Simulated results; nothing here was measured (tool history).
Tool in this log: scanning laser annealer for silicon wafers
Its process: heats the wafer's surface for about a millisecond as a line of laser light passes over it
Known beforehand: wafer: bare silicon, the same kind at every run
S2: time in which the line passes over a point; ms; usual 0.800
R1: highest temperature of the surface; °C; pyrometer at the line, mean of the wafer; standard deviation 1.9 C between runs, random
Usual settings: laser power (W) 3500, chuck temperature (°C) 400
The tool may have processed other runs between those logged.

Run 1, hour 0.0: usual settings. Result: R1 1202 °C.
Run 2, hour 16.6: usual settings but chuck temperature (°C) 379. Result: R1 1177 °C.
Run 3, hour 38.2: usual settings but chuck temperature (°C) 433. Result: R1 1235 °C.
Run 4, hour 58.7: usual settings. Result: R1 1205 °C.
Run 5, hour 69.5: usual settings. Result: R1 1202 °C.
Run 6, hour 89.4: usual settings but chuck temperature (°C) 365. Result: R1 1164 °C.
Run 7, hour 112.1: usual settings but chuck temperature (°C) 365. Result: R1 1163 °C.
Run 8, hour 131.3: usual settings. Result: R1 1202 °C.
At hour 137.9: optics aligned, line set to its width.
Run 9, hour 153.5: usual settings but chuck temperature (°C) 372. Result: R1 1168 °C.
Run 10, hour 172.2: usual settings. Result: R1 1197 °C.
Run 11, hour 181.9: usual settings. Result: R1 1196 °C.
Run 12, hour 202.2: usual settings but laser power (W) 3053, S2 0.564 ms, chuck temperature (°C) 396. Result: R1 962 °C.
At hour 214.4: optics aligned, line set to its width, once more.
Run 13, hour 219.9: usual settings but S2 0.621 ms. Result: R1 1095 °C.
Run 14, hour 230.3: usual settings but laser power (W) 3075, S2 0.737 ms, chuck temperature (°C) 407. Result: R1 1078 °C.
Run 15, hour 251.1: usual settings but laser power (W) 3075, S2 0.737 ms, chuck temperature (°C) 407. Result: R1 1077 °C.
Run 16, hour 265.7: usual settings but chuck temperature (°C) 367. Result: R1 1170 °C.
Run 17, hour 285.8: usual settings but chuck temperature (°C) 367. Result: R1 1172 °C.
Run 18, hour 296.1: usual settings but S2 0.689 ms, chuck temperature (°C) 367. Result: R1 1105 °C.
Run 19, hour 308.8: usual settings but S2 0.657 ms, chuck temperature (°C) 393. Result: R1 1110 °C.
Run 20, hour 319.7: usual settings but S2 0.657 ms, chuck temperature (°C) 393. Result: R1 1110 °C.
Run 21, hour 336.1: usual settings but laser power (W) 3548, S2 0.629 ms, chuck temperature (°C) 393. Result: R1 1100 °C.

Some steps in R1, run to run, broken into two amounts with sign: the step expected even without the hidden condition (settings, incoming material, random variation), and the rest, left for the hidden condition together with whatever gauge scatter is not in both the measured and the hidden-condition-free result:
The hidden state here: light that passes the window, % of a clean one's; laser's true power over the reading, %; width of the line over the set one, %; drift of the gauge itself on peak_c, C.
Run 11 -> 12: laser power (W) 3500 -> 3053, S2 0.800 -> 0.564, chuck temperature (°C) 400 -> 396. R1 -234 °C: hidden state +5, all else -239.
Run 12 -> 13: laser power (W) 3053 -> 3500, S2 0.564 -> 0.621, chuck temperature (°C) 396 -> 400, optics aligned, line set to its width, once more. R1 +133 °C: hidden state +3, all else +130.

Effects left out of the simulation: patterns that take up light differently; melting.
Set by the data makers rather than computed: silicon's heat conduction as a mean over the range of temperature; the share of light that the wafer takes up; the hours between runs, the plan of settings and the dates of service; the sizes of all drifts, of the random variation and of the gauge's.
